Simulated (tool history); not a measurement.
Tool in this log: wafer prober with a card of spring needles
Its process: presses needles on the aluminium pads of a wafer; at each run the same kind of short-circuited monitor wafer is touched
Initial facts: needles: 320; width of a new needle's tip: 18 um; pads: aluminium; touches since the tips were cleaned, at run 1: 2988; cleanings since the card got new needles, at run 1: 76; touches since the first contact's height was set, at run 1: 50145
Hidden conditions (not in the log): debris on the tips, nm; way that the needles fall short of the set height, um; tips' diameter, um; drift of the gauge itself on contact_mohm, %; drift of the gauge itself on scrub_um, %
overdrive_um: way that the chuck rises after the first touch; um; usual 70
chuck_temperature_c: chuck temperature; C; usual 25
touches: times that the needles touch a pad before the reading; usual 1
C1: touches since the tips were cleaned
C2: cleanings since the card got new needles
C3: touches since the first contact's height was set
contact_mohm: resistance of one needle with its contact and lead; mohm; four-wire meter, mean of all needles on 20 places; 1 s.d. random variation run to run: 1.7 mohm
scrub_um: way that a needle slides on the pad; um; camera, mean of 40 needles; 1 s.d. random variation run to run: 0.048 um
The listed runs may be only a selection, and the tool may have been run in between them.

run 1 day=0 | overdrive_um=70 chuck_temperature_c=25 touches=1 | C1=2988 C2=76 C3=50145 | contact_mohm=477 scrub_um=16.64
-- day=0.038 tips cleaned on abrasive film
-- day=0.292 tips cleaned on abrasive film
run 2 day=0.442 | overdrive_um=70 chuck_temperature_c=25 touches=1 | C1=2329 C2=78 C3=56878 | contact_mohm=452 scrub_um=16.61
-- day=0.517 tips cleaned on abrasive film
-- day=0.733 tips cleaned on abrasive film
-- day=0.971 tips cleaned on abrasive film
run 3 day=1.054 | overdrive_um=70 chuck_temperature_c=25 touches=1 | C1=1278 C2=81 C3=66261 | contact_mohm=356 scrub_um=16.55
-- day=1.2 tips cleaned on abrasive film
-- day=1.433 tips cleaned on abrasive film
run 4 day=1.562 | overdrive_um=70 chuck_temperature_c=25 touches=1 | C1=2023 C2=83 C3=74087 | contact_mohm=421 scrub_um=16.52
-- day=1.679 tips cleaned on abrasive film
-- day=1.892 tips cleaned on abrasive film
run 5 day=1.962 | overdrive_um=70 chuck_temperature_c=25 touches=1 | C1=1081 C2=85 C3=80159 | contact_mohm=355 scrub_um=16.52
-- day=2.112 tips cleaned on abrasive film
-- day=2.338 tips cleaned on abrasive film
-- day=2.562 tips cleaned on abrasive film
run 6 day=2.575 | overdrive_um=70 chuck_temperature_c=25 touches=1 | C1=190 C2=88 C3=89504 | contact_mohm=238 scrub_um=16.34
-- day=2.788 tips cleaned on abrasive film
run 7 day=2.846 | overdrive_um=70 chuck_temperature_c=100 touches=1 | C1=909 C2=89 C3=93711 | contact_mohm=336 scrub_um=16.42
-- day=2.896 height of the first contact set anew
-- day=3.05 tips cleaned on abrasive film
run 8 day=3.121 | overdrive_um=70 chuck_temperature_c=100 touches=1 | C1=1081 C2=90 C3=3468 | contact_mohm=346 scrub_um=16
-- day=3.296 tips cleaned on abrasive film
-- day=3.538 tips cleaned on abrasive film
run 9 day=3.667 | overdrive_um=70 chuck_temperature_c=100 touches=1 | C1=1958 C2=92 C3=11825 | contact_mohm=431 scrub_um=16.03
-- day=3.775 tips cleaned on abrasive film
-- day=3.996 tips cleaned on abrasive film
-- day=4.225 tips cleaned on abrasive film
run 10 day=4.233 | overdrive_um=70 chuck_temperature_c=87 touches=1 | C1=122 C2=95 C3=20511 | contact_mohm=232 scrub_um=15.95
-- day=4.479 tips cleaned on abrasive film
run 11 day=4.529 | overdrive_um=70 chuck_temperature_c=87 touches=1 | C1=807 C2=96 C3=25058 | contact_mohm=343 scrub_um=15.96
-- day=4.708 tips cleaned on abrasive film
run 12 day=4.846 | overdrive_um=70 chuck_temperature_c=27 touches=2 | C1=2146 C2=97 C3=29945 | contact_mohm=352 scrub_um=15.89
-- day=4.933 tips cleaned on abrasive film
-- day=5.179 tips cleaned on abrasive film
run 13 day=5.329 | overdrive_um=70 chuck_temperature_c=27 touches=2 | C1=2369 C2=99 C3=37326 | contact_mohm=367 scrub_um=15.84
-- day=5.383 height of the first contact set anew, once more
-- day=5.438 tips cleaned on abrasive film
-- day=5.692 tips cleaned on abrasive film
run 14 day=5.862 | overdrive_um=68 chuck_temperature_c=98 touches=2 | C1=2657 C2=101 C3=7327 | contact_mohm=367 scrub_um=16.45
-- day=5.921 tips cleaned on abrasive film
-- day=6.133 tips cleaned on abrasive film
run 15 day=6.196 | overdrive_um=61 chuck_temperature_c=79 touches=2 | C1=987 C2=103 C3=12392 | contact_mohm=311 scrub_um=14.71
-- day=6.358 tips cleaned on abrasive film
run 16 day=6.525 | overdrive_um=81 chuck_temperature_c=39 touches=3 | C1=2594 C2=104 C3=17484 | contact_mohm=255 scrub_um=19.5
-- day=6.583 tips cleaned on abrasive film
-- day=6.8 tips cleaned on abrasive film
-- day=7.05 tips cleaned on abrasive film
run 17 day=7.05 | overdrive_um=67 chuck_temperature_c=116 touches=2 | C1=0 C2=107 C3=25451 | contact_mohm=216 scrub_um=16.01
-- day=7.271 tips cleaned on abrasive film
-- day=7.521 tips cleaned on abrasive film
run 18 day=7.646 | overdrive_um=70 chuck_temperature_c=62 touches=1 | C1=1946 C2=109 C3=34629 | contact_mohm=433 scrub_um=16.73
-- day=7.746 tips cleaned on abrasive film
-- day=7.971 tips cleaned on abrasive film
run 19 day=8.067 | overdrive_um=50 chuck_temperature_c=41 touches=3 | C1=1490 C2=111 C3=41058 | contact_mohm=350 scrub_um=11.84

Selected run-to-run steps in contact_mohm, each split into two signed amounts: the part the tool would show with no hidden state at all (from settings, incoming material and random variation), and the remainder, which goes to the hidden state together with any gauge scatter not common to the measured and the hidden-state-free results:
Run 17 -> 18: overdrive_um 67 -> 70, chuck_temperature_c 116 -> 62, touches 2 -> 1, tips cleaned on abrasive film, tips cleaned on abrasive film. contact_mohm +217 mohm: hidden state +234, all else -17.

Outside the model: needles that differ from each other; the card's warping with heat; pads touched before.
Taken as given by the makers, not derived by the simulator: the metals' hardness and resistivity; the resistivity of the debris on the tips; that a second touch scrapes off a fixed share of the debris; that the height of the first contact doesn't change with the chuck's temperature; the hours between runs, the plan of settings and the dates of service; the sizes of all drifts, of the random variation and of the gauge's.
